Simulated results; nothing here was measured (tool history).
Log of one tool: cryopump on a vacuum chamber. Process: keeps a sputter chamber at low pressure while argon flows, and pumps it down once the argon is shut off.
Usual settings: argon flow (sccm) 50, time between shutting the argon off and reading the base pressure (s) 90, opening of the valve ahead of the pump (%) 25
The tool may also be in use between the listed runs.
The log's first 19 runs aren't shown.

run   hour  argon flow (sccm)  time between shutting the argon off and reading the base pressure (s)  opening of the valve ahead of the pump (%)  hours of work since the pump was warmed up and emptied  hours of work since the cold head was overhauled  hours of work since the chamber's fittings were tightened  pressure while argon flows (Pa)  pressure after the wait (uPa)
 20  451.9                 50                                                                     90                                          18                                                     384                                               967                                                       2078                           0.2022                           0.75
 21  474.1                 50                                                                     90                                          18                                                     400                                               983                                                       2094                           0.2028                           0.75
 22  499.1                 50                                                                     90                                          18                                                     419                                              1001                                                       2112                           0.2033                           0.78
 23  512.9                 42                                                                    250                                          46                                                     429                                              1012                                                       2122                           0.0699                           0.66
 24  543.6                 42                                                                    250                                          46                                                     451                                              1034                                                       2145                           0.0697                           0.65
 25  563.4                 86                                                                    149                                          46                                                     466                                              1049                                                       2159                           0.1436                           0.68
 26  594.5                 36                                                                    204                                          18                                                     489                                              1071                                                       2182                           0.1456                           0.66
 27  611.5                 83                                                                    124                                          25                                                     501                                              1084                                                       2194                           0.2459                           0.73
 28  633.2                 60                                                                    124                                          25                                                     517                                              1100                                                       2210                           0.1781                           0.72
 29  655.0                 50                                                                     48                                          48                                                     533                                              1116                                                       2226                           0.0817                           1.00

Run 30 comes next. What will it give?
 30  675.3                 50                                                                     48                                          48                                                     548                                              1130                                                       2241                                ?                              ?

pressure while argon flows (Pa): 0.0813
pressure after the wait (uPa): 1.05
Without the tool's hidden state the same run would have given pressure while argon flows (Pa) 0.0734, pressure after the wait (uPa) 0.57.

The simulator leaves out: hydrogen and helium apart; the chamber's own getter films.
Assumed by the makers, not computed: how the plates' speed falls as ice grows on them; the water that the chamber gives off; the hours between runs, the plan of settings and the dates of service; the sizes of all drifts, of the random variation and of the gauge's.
